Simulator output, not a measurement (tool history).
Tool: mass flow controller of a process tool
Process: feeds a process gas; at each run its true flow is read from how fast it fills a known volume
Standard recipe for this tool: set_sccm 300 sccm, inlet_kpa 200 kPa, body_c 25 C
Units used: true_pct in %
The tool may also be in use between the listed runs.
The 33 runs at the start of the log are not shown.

Run 34, hour 11216.7: usual settings but set_sccm 407 sccm, inlet_kpa 146 kPa, body_c 34 C. Result: true_pct 101.61 %.
Run 35, hour 11460.8: usual settings but set_sccm 407 sccm, inlet_kpa 146 kPa, body_c 34 C. Result: true_pct 101.57 %.
Run 36, hour 11950.8: usual settings but inlet_kpa 174 kPa, body_c 39 C. Result: true_pct 101.39 %.
Run 37, hour 12202.4: usual settings but inlet_kpa 205 kPa. Result: true_pct 101.96 %.
Run 38, hour 12582.3: usual settings but set_sccm 402 sccm. Result: true_pct 102.34 %.
Run 39, hour 12971.5: usual settings but set_sccm 109 sccm, body_c 32 C. Result: true_pct 102.57 %.
Run 40, hour 13355.3: usual settings but set_sccm 71 sccm, body_c 36 C. Result: true_pct 103.68 %.
Run 41, hour 13675.5: usual settings but inlet_kpa 238 kPa, body_c 36 C. Result: true_pct 102.4 %.
Run 42, hour 14072.7: usual settings but set_sccm 51 sccm, inlet_kpa 238 kPa, body_c 36 C. Result: true_pct 105.86 %.
Run 43, hour 14375.1: usual settings but set_sccm 74 sccm, inlet_kpa 154 kPa, body_c 29 C. Result: true_pct 104.07 %.
Run 44, hour 14801.1: usual settings but set_sccm 178 sccm, inlet_kpa 237 kPa, body_c 26 C. Result: true_pct 103.08 %.
Run 45, hour 15212.5: usual settings but set_sccm 58 sccm, body_c 26 C. Result: true_pct 106.07 %.
Run 46, hour 15514.3: usual settings but set_sccm 321 sccm, body_c 29 C. Result: true_pct 102.75 %.
At hour 15655.4: controller's zero set anew.
Run 47, hour 15803.1: usual settings but set_sccm 73 sccm, inlet_kpa 255 kPa. Result: true_pct 101.68 %.
Run 48, hour 16290.4: usual settings but set_sccm 261 sccm, inlet_kpa 147 kPa, body_c 24 C. Result: true_pct 101.43 %.

Forecast each of these 4 alternatives for the next run:
Run A, hour 16595: usual settings but set_sccm 302 sccm. Result: true_pct ?.
Run B, hour 16595: usual settings but set_sccm 113 sccm, inlet_kpa 165 kPa, body_c 34 C. Result: true_pct ?.
Run C, hour 16595: usual settings but set_sccm 261 sccm, inlet_kpa 181 kPa, body_c 36 C. Result: true_pct ?.
Run D, hour 16595: usual settings but set_sccm 476 sccm, inlet_kpa 147 kPa, body_c 20 C. Result: true_pct ?.

run  true_pct
  A     102.1
  B    101.32
  C    101.57
  D    102.54
Had the tool no hidden state, the same runs would have come out as:
run  true_pct
  A     99.08
  B     97.89
  C     98.52
  D     99.62
